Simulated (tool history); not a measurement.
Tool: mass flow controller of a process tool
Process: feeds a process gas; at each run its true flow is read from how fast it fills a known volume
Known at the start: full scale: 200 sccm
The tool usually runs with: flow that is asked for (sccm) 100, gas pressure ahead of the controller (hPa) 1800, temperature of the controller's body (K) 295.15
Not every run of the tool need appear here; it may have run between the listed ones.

run,day,flow that is asked for (sccm),gas pressure ahead of the controller (hPa),temperature of the controller's body (K),true flow (%)
1,0,100,1800,295.15,99.66
2,5.717,108,1800,295.15,99.67
3,11.062,100,1800,295.15,99.82
4,17.267,152,1800,295.15,100.03
5,23.517,49,1800,295.15,99.67
6,26.738,49,1800,295.15,99.78
7,30.954,49,1800,295.15,99.79
8,35.883,112,1870,296.15,100.23
# day 36.242: controller's zero set anew
9,42.483,107,2300,312.15,101.09
10,48.612,123,1800,294.15,100.29
11,52.704,89,1530,308.15,100.78
# day 59.9: controller's zero set anew, once more
12,60.317,100,1920,302.15,100.78

Some steps in true flow (%), run to run, broken into two amounts with sign: the step expected even without the hidden condition (settings, incoming material, random variation), and the rest, left for the hidden condition together with whatever gauge scatter is not in both the measured and the hidden-condition-free result:
What the log doesn't record here: flow at rest that the sensor doesn't see, % of full scale; true flow over the shown one, %; drift of the gauge itself on true_pct, %.
Run 8 -> 9: flow that is asked for (sccm) 112 -> 107, gas pressure ahead of the controller (hPa) 1870 -> 2300, temperature of the controller's body (K) 296.15 -> 312.15, controller's zero set anew. true flow (%) +0.86: hidden state +0.04, all else +0.82.
Run 11 -> 12: flow that is asked for (sccm) 89 -> 100, gas pressure ahead of the controller (hPa) 1530 -> 1920, temperature of the controller's body (K) 308.15 -> 302.15, controller's zero set anew, once more. true flow (%) +0: hidden state +0.23, all else -0.23.
